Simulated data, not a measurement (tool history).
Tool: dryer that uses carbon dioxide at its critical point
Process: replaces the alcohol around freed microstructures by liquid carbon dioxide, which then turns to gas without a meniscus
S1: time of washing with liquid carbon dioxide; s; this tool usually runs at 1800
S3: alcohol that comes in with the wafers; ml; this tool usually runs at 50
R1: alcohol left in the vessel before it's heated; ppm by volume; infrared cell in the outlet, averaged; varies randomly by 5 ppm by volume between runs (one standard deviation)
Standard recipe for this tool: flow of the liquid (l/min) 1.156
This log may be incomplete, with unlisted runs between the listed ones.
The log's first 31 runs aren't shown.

run 32 hour=210.2 | S1=1620 flow_of_the_liquid_(l/min)=0.84 S3=59 | R1=315
run 33 hour=214.3 | S1=2100 flow_of_the_liquid_(l/min)=1.68 S3=59 | R1=42
run 34 hour=219 | S1=2100 flow_of_the_liquid_(l/min)=0.85 S3=28 | R1=74
run 35 hour=227.1 | S1=2100 flow_of_the_liquid_(l/min)=0.85 S3=28 | R1=87
run 36 hour=231.4 | S1=1800 flow_of_the_liquid_(l/min)=0.95 S3=110 | R1=228
run 37 hour=235.5 | S1=1800 flow_of_the_liquid_(l/min)=0.88 S3=28 | R1=100
run 38 hour=243.9 | S1=1380 flow_of_the_liquid_(l/min)=1.13 S3=61 | R1=210
run 39 hour=252.6 | S1=1140 flow_of_the_liquid_(l/min)=1.156 S3=56 | R1=372
run 40 hour=257.4 | S1=1140 flow_of_the_liquid_(l/min)=1.156 S3=56 | R1=363
run 41 hour=261.6 | S1=1920 flow_of_the_liquid_(l/min)=1.156 S3=31 | R1=59
run 42 hour=270.5 | S1=1620 flow_of_the_liquid_(l/min)=1.23 S3=78 | R1=115
run 43 hour=279.4 | S1=1620 flow_of_the_liquid_(l/min)=1.23 S3=78 | R1=111
run 44 hour=284.8 | S1=2460 flow_of_the_liquid_(l/min)=1.156 S3=51 | R1=47
run 45 hour=288.7 | S1=1980 flow_of_the_liquid_(l/min)=0.75 S3=52 | R1=218

Alternative continuations, all from the tool just after run 45; predict every row:
run A hour=294.8 | S1=1860 flow_of_the_liquid_(l/min)=0.77 S3=120 | R1=?
run B hour=294.8 | S1=1980 flow_of_the_liquid_(l/min)=1.88 S3=52 | R1=?
run C hour=294.8 | S1=1800 flow_of_the_liquid_(l/min)=1.02 S3=110 | R1=?
run D hour=294.8 | S1=2340 flow_of_the_liquid_(l/min)=1.29 S3=56 | R1=?

run=A R1=513
run=B R1=50
run=C R1=191
run=D R1=51
With no hidden state in the tool, these same runs would have given:
run=A R1=394
run=B R1=9
run=C R1=121
run=D R1=9
